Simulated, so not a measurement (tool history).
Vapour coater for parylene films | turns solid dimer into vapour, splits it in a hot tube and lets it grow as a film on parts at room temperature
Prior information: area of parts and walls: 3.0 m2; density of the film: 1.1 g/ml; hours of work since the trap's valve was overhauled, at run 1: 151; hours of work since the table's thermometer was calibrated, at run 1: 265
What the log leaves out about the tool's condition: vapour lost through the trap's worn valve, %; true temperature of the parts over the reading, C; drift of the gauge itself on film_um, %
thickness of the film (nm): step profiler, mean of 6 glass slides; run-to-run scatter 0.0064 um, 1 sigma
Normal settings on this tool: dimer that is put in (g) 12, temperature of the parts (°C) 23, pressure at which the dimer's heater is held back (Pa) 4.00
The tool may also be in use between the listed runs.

| run | hour | dimer that is put in (g) | temperature of the parts (°C) | pressure at which the dimer's heater is held back (Pa) | hours of work since the trap's valve was overhauled | hours of work since the table's thermometer was calibrated | thickness of the film (nm) |
|---|---|---|---|---|---|---|---|
| 1 | 0.0 | 12 | 23 | 4.00 | 151 | 265 | 1759 |
| 2 | 69.5 | 12 | 23 | 4.00 | 197 | 311 | 1750 |
| 3 | 107.7 | 12 | 23 | 4.00 | 222 | 336 | 1720 |
|  | 124.5 | trap's valve overhauled |
| 4 | 167.6 | 12 | 23 | 4.00 | 28 | 373 | 1809 |
| 5 | 217.0 | 12 | 23 | 4.00 | 61 | 405 | 1794 |
| 6 | 273.5 | 12 | 19 | 4.00 | 98 | 442 | 2055 |
| 7 | 341.2 | 12 | 19 | 4.00 | 143 | 487 | 2028 |
| 8 | 379.6 | 12 | 19 | 4.00 | 168 | 512 | 2018 |
| 9 | 420.0 | 12 | 19 | 4.00 | 195 | 539 | 2014 |
|  | 479.6 | trap's valve overhauled |
| 10 | 479.6 | 12 | 19 | 4.00 | 0 | 575 | 2118 |
|  | 488.0 | table's thermometer calibrated |
| 11 | 557.8 | 12 | 19 | 4.00 | 51 | 46 | 2102 |
| 12 | 595.0 | 12 | 23 | 4.00 | 75 | 70 | 1799 |
| 13 | 676.8 | 12 | 32 | 4.00 | 129 | 124 | 1275 |
| 14 | 731.5 | 15 | 28 | 6.94 | 165 | 160 | 1595 |
|  | 765.4 | table's thermometer calibrated, once more |
| 15 | 779.2 | 15 | 28 | 6.94 | 196 | 9 | 1573 |
|  | 831.3 | trap's valve overhauled |
| 16 | 868.5 | 18 | 22 | 3.65 | 24 | 65 | 2834 |
| 17 | 947.2 | 6 | 23 | 10.60 | 76 | 117 | 695 |
| 18 | 1031.4 | 6 | 24 | 6.32 | 132 | 173 | 756 |
| 19 | 1117.1 | 6 | 24 | 6.32 | 188 | 229 | 739 |
|  | 1180.8 | trap's valve overhauled |
| 20 | 1187.9 | 6 | 24 | 6.32 | 5 | 273 | 767 |
| 21 | 1255.1 | 12 | 23 | 8.66 | 49 | 317 | 1488 |
| 22 | 1326.2 | 16 | 23 | 9.89 | 96 | 364 | 1912 |
| 23 | 1412.4 | 12 | 18 | 6.55 | 152 | 421 | 1863 |

Consider 3 possible next runs. They are alternatives, not a sequence: every one starts from the tool as it was left by run 23. What does each give?
| A | 1462.3 | 13 | 25 | 6.55 | 185 | 454 | ? |
| B | 1462.3 | 12 | 24 | 6.55 | 185 | 454 | ? |
| C | 1462.3 | 14 | 23 | 6.55 | 185 | 454 | ? |

| run | thickness of the film (nm) |
|---|---|
| A | 1549 |
| B | 1487 |
| C | 1814 |
With no hidden state in the tool, these same runs would have given:
| run | thickness of the film (nm) |
|---|---|
| A | 1614 |
| B | 1550 |
| C | 1889 |

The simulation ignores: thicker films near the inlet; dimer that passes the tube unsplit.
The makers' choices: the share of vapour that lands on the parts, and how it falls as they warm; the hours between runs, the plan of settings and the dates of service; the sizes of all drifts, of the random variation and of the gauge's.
